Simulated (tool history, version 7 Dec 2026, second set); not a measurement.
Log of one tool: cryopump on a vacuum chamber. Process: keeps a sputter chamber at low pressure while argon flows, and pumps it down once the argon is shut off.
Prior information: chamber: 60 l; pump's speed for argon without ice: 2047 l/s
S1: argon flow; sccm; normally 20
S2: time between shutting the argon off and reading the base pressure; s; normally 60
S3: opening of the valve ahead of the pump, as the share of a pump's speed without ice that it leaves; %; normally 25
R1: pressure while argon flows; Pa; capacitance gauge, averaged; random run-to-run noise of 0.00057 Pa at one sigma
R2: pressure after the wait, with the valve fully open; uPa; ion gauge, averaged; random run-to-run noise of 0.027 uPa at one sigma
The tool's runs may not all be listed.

{"run": 1, "hour": 0.0, "S1": 20, "S2": 60, "S3": 25, "R1": 0.07, "R2": 1.93}
{"run": 2, "hour": 33.7, "S1": 20, "S2": 60, "S3": 29, "R1": 0.0633, "R2": 2.0}
{"hour": 63.5, "done": "leaking fittings of the chamber tightened, without venting"}
{"run": 3, "hour": 67.1, "S1": 20, "S2": 60, "S3": 29, "R1": 0.0622, "R2": 1.28}
{"run": 4, "hour": 96.7, "S1": 20, "S2": 60, "S3": 29, "R1": 0.0624, "R2": 1.33}
{"run": 5, "hour": 133.6, "S1": 20, "S2": 60, "S3": 25, "R1": 0.0716, "R2": 1.34}
{"run": 6, "hour": 164.2, "S1": 20, "S2": 60, "S3": 35, "R1": 0.0532, "R2": 1.37}
{"run": 7, "hour": 198.9, "S1": 20, "S2": 60, "S3": 25, "R1": 0.0732, "R2": 1.43}
{"hour": 233.1, "done": "pump warmed up, emptied and cooled again"}
{"run": 8, "hour": 234.0, "S1": 12, "S2": 60, "S3": 25, "R1": 0.0396, "R2": 1.31}
{"run": 9, "hour": 263.3, "S1": 20, "S2": 47, "S3": 25, "R1": 0.0662, "R2": 1.59}
{"run": 10, "hour": 297.9, "S1": 20, "S2": 173, "S3": 25, "R1": 0.0662, "R2": 0.67}
{"run": 11, "hour": 332.2, "S1": 20, "S2": 60, "S3": 25, "R1": 0.0669, "R2": 1.34}
{"run": 12, "hour": 374.8, "S1": 20, "S2": 60, "S3": 25, "R1": 0.0682, "R2": 1.43}
{"run": 13, "hour": 404.5, "S1": 20, "S2": 60, "S3": 25, "R1": 0.0676, "R2": 1.38}
{"run": 14, "hour": 437.4, "S1": 30, "S2": 60, "S3": 25, "R1": 0.1017, "R2": 1.39}
{"run": 15, "hour": 461.1, "S1": 30, "S2": 60, "S3": 25, "R1": 0.1024, "R2": 1.48}
{"run": 16, "hour": 495.6, "S1": 30, "S2": 265, "S3": 25, "R1": 0.1025, "R2": 0.69}
{"run": 17, "hour": 520.5, "S1": 12, "S2": 60, "S3": 25, "R1": 0.0416, "R2": 1.49}
{"run": 18, "hour": 544.7, "S1": 20, "S2": 76, "S3": 25, "R1": 0.0688, "R2": 1.3}
{"run": 19, "hour": 570.7, "S1": 20, "S2": 76, "S3": 25, "R1": 0.0691, "R2": 1.25}
{"run": 20, "hour": 592.5, "S1": 8, "S2": 76, "S3": 38, "R1": 0.019, "R2": 1.34}
{"run": 21, "hour": 610.1, "S1": 18, "S2": 35, "S3": 25, "R1": 0.0626, "R2": 2.32}
{"run": 22, "hour": 633.6, "S1": 13, "S2": 35, "S3": 25, "R1": 0.0447, "R2": 2.31}
{"run": 23, "hour": 665.7, "S1": 13, "S2": 35, "S3": 25, "R1": 0.0468, "R2": 2.46}
{"run": 24, "hour": 701.7, "S1": 13, "S2": 35, "S3": 25, "R1": 0.0463, "R2": 2.4}
{"run": 25, "hour": 726.5, "S1": 13, "S2": 35, "S3": 25, "R1": 0.047, "R2": 2.43}
{"run": 26, "hour": 753.4, "S1": 20, "S2": 60, "S3": 56, "R1": 0.0351, "R2": 1.71}
{"run": 27, "hour": 791.6, "S1": 20, "S2": 60, "S3": 24, "R1": 0.076, "R2": 1.77}
{"run": 28, "hour": 834.8, "S1": 20, "S2": 23, "S3": 25, "R1": 0.0737, "R2": 3.47}
{"run": 29, "hour": 856.2, "S1": 17, "S2": 145, "S3": 41, "R1": 0.0401, "R2": 1.16}
{"run": 30, "hour": 882.9, "S1": 17, "S2": 145, "S3": 41, "R1": 0.0412, "R2": 1.21}
{"hour": 901.7, "done": "pump warmed up, emptied and cooled again"}
{"run": 31, "hour": 923.2, "S1": 17, "S2": 145, "S3": 41, "R1": 0.0333, "R2": 0.99}
{"run": 32, "hour": 943.6, "S1": 17, "S2": 145, "S3": 41, "R1": 0.0347, "R2": 1.02}
{"run": 33, "hour": 976.5, "S1": 10, "S2": 118, "S3": 15, "R1": 0.0545, "R2": 1.19}
{"run": 34, "hour": 1001.4, "S1": 20, "S2": 140, "S3": 27, "R1": 0.0616, "R2": 1.08}

3 ways to go on from here, each from the tool as it stands after run 34. What would each give?
{"run": "A", "hour": 1021.0, "S1": 21, "S2": 28, "S3": 57, "R1": "?", "R2": "?"}
{"run": "B", "hour": 1021.0, "S1": 20, "S2": 60, "S3": 16, "R1": "?", "R2": "?"}
{"run": "C", "hour": 1021.0, "S1": 16, "S2": 60, "S3": 35, "R1": "?", "R2": "?"}

run=A R1=0.0321 R2=2.92
run=B R1=0.1036 R2=1.72
run=C R1=0.0386 R2=1.68
Had the tool no hidden state, the same runs would have come out as:
run=A R1=0.0306 R2=2.43
run=B R1=0.1022 R2=1.22
run=C R1=0.0375 R2=1.20
